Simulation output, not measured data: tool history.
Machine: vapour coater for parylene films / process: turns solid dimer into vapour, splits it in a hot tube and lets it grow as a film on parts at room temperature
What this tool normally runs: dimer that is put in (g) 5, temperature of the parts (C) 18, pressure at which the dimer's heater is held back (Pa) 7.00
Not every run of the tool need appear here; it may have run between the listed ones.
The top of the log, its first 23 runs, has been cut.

run,hour,dimer that is put in (g),temperature of the parts (C),pressure at which the dimer's heater is held back (Pa),hours of work since the trap's valve was overhauled,hours of work since the table's thermometer was calibrated,thickness of the film (µm)
24,1440.6,7,17,9.07,207,534,4.98
25,1516.9,3,18,3.48,253,579,2.23
26,1601.2,4,29,2.08,303,629,1.84
27,1660.2,4,29,2.08,338,665,1.83
28,1747.4,3,29,2.89,390,717,1.34
29,1805.8,3,13,11.44,425,752,2.38
30,1853.8,4,13,11.44,454,780,3.24
31,1929.0,5,12,2.56,499,825,4.63
# hour 1964.1: table's thermometer calibrated
32,1994.2,5,12,2.56,537,18,4.57
33,2069.6,5,12,4.76,582,63,4.30
# hour 2078.0: trap's valve overhauled
34,2117.5,4,15,4.76,24,89,3.32
35,2200.7,2,24,7.00,73,139,1.10
36,2237.4,6,18,7.00,95,161,4.18
37,2320.0,5,14,7.00,144,210,4.11
38,2387.2,5,14,7.00,184,250,4.06
39,2461.8,2,14,10.71,229,294,1.60
40,2548.2,5,14,7.00,280,346,4.04
41,2583.5,5,19,6.53,301,367,3.23
42,2623.3,6,27,5.64,325,391,2.79
43,2675.1,5,28,6.68,356,422,2.15
44,2749.8,7,23,4.75,401,466,3.86
45,2834.3,5,19,7.00,451,517,3.13
46,2873.9,5,19,7.00,475,540,3.16

Predict each of these 3 candidate next runs independently; none follows another, all start after run 46:
A,2930.3,7,23,6.01,508,574,?
B,2930.3,5,22,7.00,508,574,?
C,2930.3,2,18,8.86,508,574,?

run,thickness of the film (µm)
A,3.71
B,2.71
C,1.32
Stripped of hidden state, with their random variation kept, the same runs would have yielded:
run,thickness of the film (µm)
A,4.01
B,2.93
C,1.43
